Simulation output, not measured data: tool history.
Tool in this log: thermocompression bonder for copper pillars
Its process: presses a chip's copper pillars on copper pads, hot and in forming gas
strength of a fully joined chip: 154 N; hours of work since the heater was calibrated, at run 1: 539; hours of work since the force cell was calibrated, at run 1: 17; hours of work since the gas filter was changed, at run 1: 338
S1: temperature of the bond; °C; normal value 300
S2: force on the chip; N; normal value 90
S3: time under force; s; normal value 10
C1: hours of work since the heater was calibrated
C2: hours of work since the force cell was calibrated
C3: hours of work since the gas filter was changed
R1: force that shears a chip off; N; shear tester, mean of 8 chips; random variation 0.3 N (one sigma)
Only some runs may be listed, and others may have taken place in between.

Run 1, hour 0: usual settings; C1 539; C2 17; C3 338. Result: R1 75.8 N.
At hour 16: forming gas filter changed.
Run 2, hour 25.5: usual settings; C1 559; C2 36; C3 7. Result: R1 79.6 N.
Run 3, hour 49.5: usual settings; C1 578; C2 55; C3 26. Result: R1 79.1 N.
Run 4, hour 75.8: usual settings but S1 284 °C; C1 598; C2 76; C3 47. Result: R1 69.6 N.
At hour 92.6: heater calibrated with a thermocouple chip.
Run 5, hour 106.7: usual settings but S1 284 °C; C1 11; C2 99; C3 70. Result: R1 71.8 N.
Run 6, hour 141.1: usual settings but S1 284 °C; C1 38; C2 126; C3 97. Result: R1 72.1 N.
Run 7, hour 157.8: usual settings but S3 6 s; C1 51; C2 139; C3 110. Result: R1 67.5 N.
Run 8, hour 192.9: usual settings but S2 109 N; C1 79; C2 166; C3 138. Result: R1 93.4 N.
Run 9, hour 231: usual settings but S3 9 s; C1 109; C2 196; C3 168. Result: R1 77.6 N.
Run 10, hour 251.4: usual settings but S3 9 s; C1 125; C2 212; C3 184. Result: R1 77.3 N.
Run 11, hour 268.1: usual settings but S3 9 s; C1 138; C2 225; C3 197. Result: R1 76.2 N.
Run 12, hour 304.8: usual settings but S3 9 s; C1 167; C2 254; C3 226. Result: R1 76.7 N.
Run 13, hour 327.3: usual settings but S3 9 s; C1 185; C2 272; C3 243. Result: R1 76.4 N.
Run 14, hour 362: usual settings; C1 212; C2 299; C3 271. Result: R1 78.2 N.
Run 15, hour 384.1: usual settings; C1 229; C2 317; C3 288. Result: R1 78.6 N.
Run 16, hour 404.5: usual settings but S3 15 s; C1 245; C2 333; C3 304. Result: R1 88.5 N.
Run 17, hour 423.3: usual settings but S1 277 °C; C1 260; C2 348; C3 319. Result: R1 64.5 N.
Run 18, hour 445.2: usual settings but S1 277 °C; C1 277; C2 365; C3 336. Result: R1 64.5 N.
At hour 462.6: forming gas filter changed.
Run 19, hour 466.1: usual settings but S1 277 °C; C1 293; C2 381; C3 3. Result: R1 67.4 N.
Run 20, hour 502.6: usual settings but S1 277 °C; C1 322; C2 410; C3 31. Result: R1 67.2 N.
Run 21, hour 526.3: usual settings but S1 309 °C, S2 95 N, S3 9 s; C1 341; C2 428; C3 50. Result: R1 87.3 N.
Run 22, hour 567.1: usual settings but S2 72 N; C1 373; C2 460; C3 82. Result: R1 66.7 N.
Run 23, hour 596.4: usual settings but S1 302 °C, S2 101 N, S3 24 s; C1 396; C2 483; C3 105. Result: R1 112.9 N.
Run 24, hour 632.8: usual settings but S1 302 °C, S2 101 N, S3 24 s; C1 425; C2 512; C3 134. Result: R1 112.3 N.
Run 25, hour 668.5: usual settings but S3 13 s; C1 453; C2 540; C3 162. Result: R1 85.9 N.
Run 26, hour 691.4: usual settings but S3 13 s; C1 471; C2 558; C3 180. Result: R1 86.3 N.
Run 27, hour 719: usual settings but S1 326 °C, S2 102 N, S3 8 s; C1 492; C2 580; C3 202. Result: R1 95.4 N.
Run 28, hour 752.3: usual settings but S1 326 °C, S2 102 N, S3 8 s; C1 519; C2 606; C3 228. Result: R1 95.5 N.
Run 29, hour 771.5: usual settings but S1 290 °C, S2 54 N; C1 534; C2 621; C3 243. Result: R1 45 N.
Run 30, hour 797.7: usual settings but S1 328 °C, S2 57 N, S3 9 s; C1 554; C2 642; C3 264. Result: R1 63.1 N.
Run 31, hour 833: usual settings but S1 322 °C, S2 57 N, S3 6 s; C1 582; C2 670; C3 291. Result: R1 51.5 N.
At hour 869: heater calibrated with a thermocouple chip.
Run 32, hour 869: usual settings but S1 322 °C, S2 57 N, S3 6 s; C1 0; C2 696; C3 318. Result: R1 52.8 N.
Run 33, hour 890.9: usual settings but S1 291 °C, S2 79 N, S3 5 s; C1 17; C2 714; C3 335. Result: R1 50.8 N.
At hour 909.3: forming gas filter changed.
Run 34, hour 914.1: usual settings but S1 286 °C, S2 64 N; C1 35; C2 731; C3 4. Result: R1 55.4 N.
Run 35, hour 942.5: usual settings but S1 294 °C, S2 64 N; C1 57; C2 754; C3 26. Result: R1 58.9 N.
Run 36, hour 976.8: usual settings but S1 294 °C, S2 86 N, S3 14 s; C1 84; C2 781; C3 53. Result: R1 85.2 N.
Run 37, hour 1002.1: usual settings but S1 294 °C, S2 86 N, S3 14 s; C1 104; C2 801; C3 73. Result: R1 85.2 N.
Run 38, hour 1024.6: usual settings but S1 323 °C, S2 72 N, S3 6 s; C1 122; C2 818; C3 91. Result: R1 67.4 N.
Run 39, hour 1044.8: usual settings but S1 323 °C, S2 72 N, S3 6 s; C1 138; C2 834; C3 107. Result: R1 67.3 N.

Below are 4 alternative next runs, each starting from the tool's condition after run 39. Predict each:
Run A, hour 1083.6: usual settings but S3 6 s; C1 168; C2 865; C3 137. Result: R1 ?.
Run B, hour 1083.6: usual settings but S1 293 °C, S2 79 N; C1 168; C2 865; C3 137. Result: R1 ?.
Run C, hour 1083.6: usual settings but S1 279 °C, S2 132 N, S3 28 s; C1 168; C2 865; C3 137. Result: R1 ?.
Run D, hour 1083.6: usual settings but S1 284 °C, S2 130 N, S3 16 s; C1 168; C2 865; C3 137. Result: R1 ?.

run     R1
  A   68.2
  B   69.7
  C  120.5
  D    108
With no hidden state in the tool, these same runs would have given:
run     R1
  A   68.4
  B   69.9
  C  121.9
  D    109
